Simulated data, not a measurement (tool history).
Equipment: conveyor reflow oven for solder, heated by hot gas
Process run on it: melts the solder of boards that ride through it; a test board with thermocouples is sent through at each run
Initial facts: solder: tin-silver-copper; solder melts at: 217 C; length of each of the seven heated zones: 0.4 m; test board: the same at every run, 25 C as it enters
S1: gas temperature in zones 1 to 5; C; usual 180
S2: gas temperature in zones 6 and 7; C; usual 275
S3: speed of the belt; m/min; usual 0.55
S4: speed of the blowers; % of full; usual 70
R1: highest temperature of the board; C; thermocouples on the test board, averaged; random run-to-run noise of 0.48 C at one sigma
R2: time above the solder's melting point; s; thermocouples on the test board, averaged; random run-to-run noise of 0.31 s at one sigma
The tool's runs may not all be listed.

run	hour	S1	S2	S3	S4	R1	R2
1	0	180	275	0.55	70	264.7	77.4
2	40.7	180	284	0.55	70	272.1	81.5
3	73.7	165	275	0.55	70	263	71.2
4	97.7	165	275	0.55	70	261.9	70.3
5	125	165	289	0.55	70	276.1	77.6
# hour 157.7: belt drive overhauled, speed set with a stopwatch
6	172.8	165	289	0.55	70	275.5	77.2
7	206.6	165	289	0.55	70	276.4	77.5
8	257.5	165	289	0.55	70	275.8	76.9
9	285.1	165	289	0.55	70	275.5	76.9
10	306.3	180	275	0.55	70	264.3	76.3
11	330.7	180	275	0.55	70	265.5	77
12	379.5	180	275	0.55	70	264.5	76.7
13	421.6	180	275	0.55	70	264.2	76.9
14	457.4	180	275	0.55	70	263.6	77
15	506	180	275	0.527	62	263.3	79.7
16	551.7	194	287	0.592	54	271.4	79.6
17	599.7	194	287	0.592	54	271.6	80.1
18	634.7	165	270	0.548	58	254.9	64.7
19	682.2	173	270	0.62	86	258.6	62.9
20	716.4	173	270	0.63	86	258.5	60.9
21	736.8	170	283	0.487	79	274.8	89.3
22	762.2	170	283	0.487	79	274.5	89.2
23	786.7	170	283	0.487	79	275.9	89.4
24	807.4	170	278	0.487	78	270.2	86.9
25	845.6	178	275	0.55	90	266.8	77.7
26	881	178	289	0.599	66	272.4	73.4

What if the next run were any one of these 3? Each begins from the tool's condition after run 26:
A	929.1	178	289	0.641	56	?	?
B	929.1	180	286	0.55	70	?	?
C	929.1	180	275	0.585	70	?	?

run	R1	R2
A	268	66.3
B	274.9	81.3
C	262.5	71.5
Had the tool no hidden state, the same runs would have come out as:
run	R1	R2
A	268.4	66.5
B	275.3	81.4
C	263	71.7
